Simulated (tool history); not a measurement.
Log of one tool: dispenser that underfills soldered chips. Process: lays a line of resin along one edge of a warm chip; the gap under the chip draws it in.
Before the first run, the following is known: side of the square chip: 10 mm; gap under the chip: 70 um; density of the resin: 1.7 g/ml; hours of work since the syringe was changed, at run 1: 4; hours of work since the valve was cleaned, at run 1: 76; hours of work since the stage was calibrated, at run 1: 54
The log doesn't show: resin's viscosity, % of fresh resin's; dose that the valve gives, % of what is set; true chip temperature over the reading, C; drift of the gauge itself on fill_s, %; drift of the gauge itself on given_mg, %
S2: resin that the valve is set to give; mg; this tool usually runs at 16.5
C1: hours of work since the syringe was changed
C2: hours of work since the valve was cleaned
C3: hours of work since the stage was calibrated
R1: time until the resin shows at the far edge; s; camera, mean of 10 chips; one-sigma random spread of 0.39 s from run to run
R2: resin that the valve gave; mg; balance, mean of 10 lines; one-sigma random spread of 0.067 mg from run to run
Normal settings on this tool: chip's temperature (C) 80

Run 1, hour 0.0: usual settings; C1 4; C2 76; C3 54. Result: R1 33.1 s, R2 16.00 mg.
At hour 6.9: new syringe of resin.
Run 2, hour 8.2: usual settings but S2 21.2 mg; C1 1; C2 81; C3 60. Result: R1 24.0 s, R2 20.27 mg.
Run 3, hour 13.8: usual settings but S2 21.2 mg; C1 5; C2 86; C3 64. Result: R1 33.9 s, R2 20.33 mg.
At hour 18.9: new syringe of resin.
Run 4, hour 24.7: usual settings but S2 21.2 mg; C1 4; C2 93; C3 72. Result: R1 31.4 s, R2 20.39 mg.
At hour 31.2: new syringe of resin.
Run 5, hour 32.6: usual settings but S2 21.2 mg; C1 1; C2 99; C3 77. Result: R1 24.4 s, R2 20.06 mg.
At hour 36.9: dispensing valve cleaned and set on the balance.
At hour 44.5: new syringe of resin.
Run 6, hour 44.8: usual settings but S2 21.2 mg; C1 0; C2 6; C3 85. Result: R1 23.8 s, R2 21.00 mg.
Run 7, hour 50.8: usual settings but S2 21.2 mg; C1 5; C2 10; C3 90. Result: R1 32.2 s, R2 21.19 mg.
At hour 56.5: new syringe of resin.
Run 8, hour 59.5: usual settings; C1 2; C2 16; C3 96. Result: R1 27.2 s, R2 16.31 mg.
At hour 68.6: new syringe of resin.
Run 9, hour 69.7: usual settings; C1 1; C2 23; C3 103. Result: R1 24.7 s, R2 16.20 mg.
Run 10, hour 74.7: usual settings but S2 15.0 mg; C1 4; C2 27; C3 107. Result: R1 33.1 s, R2 14.72 mg.
At hour 81.1: new syringe of resin.
Run 11, hour 85.8: usual settings but S2 15.0 mg; C1 3; C2 35; C3 115. Result: R1 30.6 s, R2 14.70 mg.
Run 12, hour 92.5: usual settings; C1 8; C2 40; C3 119. Result: R1 42.6 s, R2 16.02 mg.
At hour 93.3: new syringe of resin.
Run 13, hour 101.3: usual settings but chip's temperature (C) 88, S2 14.2 mg; C1 6; C2 46; C3 126. Result: R1 25.2 s, R2 13.67 mg.
At hour 106.0: new syringe of resin.
Run 14, hour 106.9: usual settings but chip's temperature (C) 88, S2 14.2 mg; C1 1; C2 50; C3 130. Result: R1 17.4 s, R2 13.80 mg.
Run 15, hour 114.5: usual settings but chip's temperature (C) 89, S2 15.0 mg; C1 6; C2 56; C3 135. Result: R1 24.6 s, R2 14.45 mg.
At hour 118.6: new syringe of resin.
Run 16, hour 119.9: usual settings but chip's temperature (C) 68, S2 17.0 mg; C1 1; C2 59; C3 139. Result: R1 45.2 s, R2 16.38 mg.
Run 17, hour 128.4: usual settings but chip's temperature (C) 90, S2 17.9 mg; C1 7; C2 65; C3 145. Result: R1 23.7 s, R2 17.24 mg.
At hour 131.0: new syringe of resin.
Run 18, hour 135.2: usual settings but chip's temperature (C) 90, S2 17.9 mg; C1 3; C2 70; C3 150. Result: R1 16.9 s, R2 17.14 mg.
Run 19, hour 142.3: usual settings but chip's temperature (C) 85, S2 15.1 mg; C1 8; C2 75; C3 155. Result: R1 34.7 s, R2 14.42 mg.
At hour 143.4: new syringe of resin.
Run 20, hour 151.6: usual settings but S2 15.8 mg; C1 6; C2 82; C3 162. Result: R1 37.2 s, R2 15.01 mg.
At hour 155.8: new syringe of resin.
Run 21, hour 158.8: usual settings but S2 15.8 mg; C1 2; C2 87; C3 167. Result: R1 27.1 s, R2 14.89 mg.
Run 22, hour 166.7: usual settings but chip's temperature (C) 69, S2 19.8 mg; C1 8; C2 93; C3 172. Result: R1 69.2 s, R2 18.66 mg.
At hour 168.2: new syringe of resin.
Run 23, hour 176.2: usual settings but chip's temperature (C) 69, S2 19.8 mg; C1 6; C2 100; C3 179. Result: R1 57.9 s, R2 18.59 mg.

Branching from run 23: 4 alternative next runs. What would each branch give?
At hour 179.3: dispensing valve cleaned and set on the balance.
At hour 181.9: new syringe of resin.
Run A, hour 182.8: usual settings but S2 14.8 mg; C1 1; C2 2; C3 183. Result: R1 ?, R2 ?.
At hour 179.3: dispensing valve cleaned and set on the balance.
At hour 181.9: new syringe of resin.
Run B, hour 182.8: usual settings but chip's temperature (C) 90, S2 14.5 mg; C1 1; C2 2; C3 183. Result: R1 ?, R2 ?.
At hour 179.3: dispensing valve cleaned and set on the balance.
At hour 181.9: new syringe of resin.
Run C, hour 182.8: usual settings but chip's temperature (C) 69, S2 17.7 mg; C1 1; C2 2; C3 183. Result: R1 ?, R2 ?.
At hour 179.3: dispensing valve cleaned and set on the balance.
At hour 181.9: new syringe of resin.
Run D, hour 182.8: usual settings but chip's temperature (C) 84, S2 19.8 mg; C1 1; C2 2; C3 183. Result: R1 ?, R2 ?.

run    R1     R2
  A  24.5  14.81
  B  14.6  14.54
  C  40.7  17.63
  D  19.0  19.84
Without the tool's hidden state the same runs would have given:
run    R1     R2
  A  25.4  14.80
  B  15.1  14.52
  C  42.5  17.61
  D  19.7  19.82

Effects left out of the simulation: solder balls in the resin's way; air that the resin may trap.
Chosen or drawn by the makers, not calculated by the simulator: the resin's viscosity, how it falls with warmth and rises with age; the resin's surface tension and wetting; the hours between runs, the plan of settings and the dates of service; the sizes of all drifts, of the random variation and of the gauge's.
